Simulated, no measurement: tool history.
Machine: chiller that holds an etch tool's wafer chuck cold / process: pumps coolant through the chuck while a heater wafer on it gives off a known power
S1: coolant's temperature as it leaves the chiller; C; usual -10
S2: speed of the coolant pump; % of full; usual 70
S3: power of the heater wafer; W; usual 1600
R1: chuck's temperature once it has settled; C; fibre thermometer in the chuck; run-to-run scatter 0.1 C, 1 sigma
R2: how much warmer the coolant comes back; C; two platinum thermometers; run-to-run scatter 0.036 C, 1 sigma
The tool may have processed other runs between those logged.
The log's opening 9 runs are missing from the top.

| run | hour | S1 | S2 | S3 | R1 | R2 |
|---|---|---|---|---|---|---|
| 10 | 300.1 | -10 | 98 | 1600 | 1.0 | 4.76 |
| 11 | 328.1 | -10 | 82 | 1600 | 2.6 | 5.72 |
| 12 | 351.5 | -10 | 82 | 1600 | 2.8 | 5.70 |
| 13 | 381.0 | -10 | 82 | 1600 | 2.8 | 5.81 |
| 14 | 416.4 | -10 | 70 | 1429 | 3.0 | 6.02 |
| 15 | 439.2 | -10 | 70 | 1429 | 3.2 | 6.06 |
| 16 | 475.4 | -10 | 70 | 2100 | 9.1 | 8.93 |
| 17 | 512.4 | -10 | 72 | 2100 | 8.6 | 8.58 |
| 18 | 550.6 | -10 | 72 | 2100 | 8.8 | 8.64 |
| 19 | 577.4 | -4 | 87 | 2297 | 13.5 | 7.75 |
| 20 | 617.8 | -1 | 71 | 1600 | 13.3 | 6.60 |
| 21 | 646.2 | -1 | 71 | 1600 | 13.5 | 6.71 |
| 22 | 678.2 | -1 | 71 | 1600 | 13.4 | 6.65 |
| 23 | 706.6 | -10 | 70 | 1922 | 7.6 | 8.10 |
| 24 | 741.9 | -10 | 89 | 947 | -3.0 | 3.10 |
| 25 | 789.4 | -10 | 89 | 947 | -3.0 | 3.12 |
| 26 | 834.4 | -8 | 70 | 1523 | 6.0 | 6.47 |
| 27 | 870.7 | -10 | 87 | 1563 | 1.9 | 5.20 |
| 28 | 919.1 | -10 | 70 | 1561 | 4.3 | 6.62 |
| 29 | 968.9 | -18 | 69 | 1568 | -3.6 | 6.80 |
| 30 | 1009.5 | -19 | 76 | 1107 | -9.6 | 4.34 |
| 31 | 1046.2 | -3 | 85 | 1452 | 8.2 | 4.99 |

Branching from run 31: 4 alternative next runs. What would each branch give?
| A | 1079.3 | -3 | 85 | 1926 | ? | ? |
| B | 1079.3 | -3 | 97 | 1452 | ? | ? |
| C | 1079.3 | -10 | 70 | 1648 | ? | ? |
| D | 1079.3 | -11 | 86 | 1091 | ? | ? |

| run | R1 | R2 |
|---|---|---|
| A | 12.0 | 6.73 |
| B | 7.1 | 4.36 |
| C | 4.9 | 7.01 |
| D | -2.7 | 3.70 |
The same runs, with their run-to-run variation unchanged, on a tool lacking any hidden condition would have given:
| run | R1 | R2 |
|---|---|---|
| A | 12.0 | 6.73 |
| B | 7.1 | 4.36 |
| C | 4.9 | 7.01 |
| D | -2.7 | 3.70 |
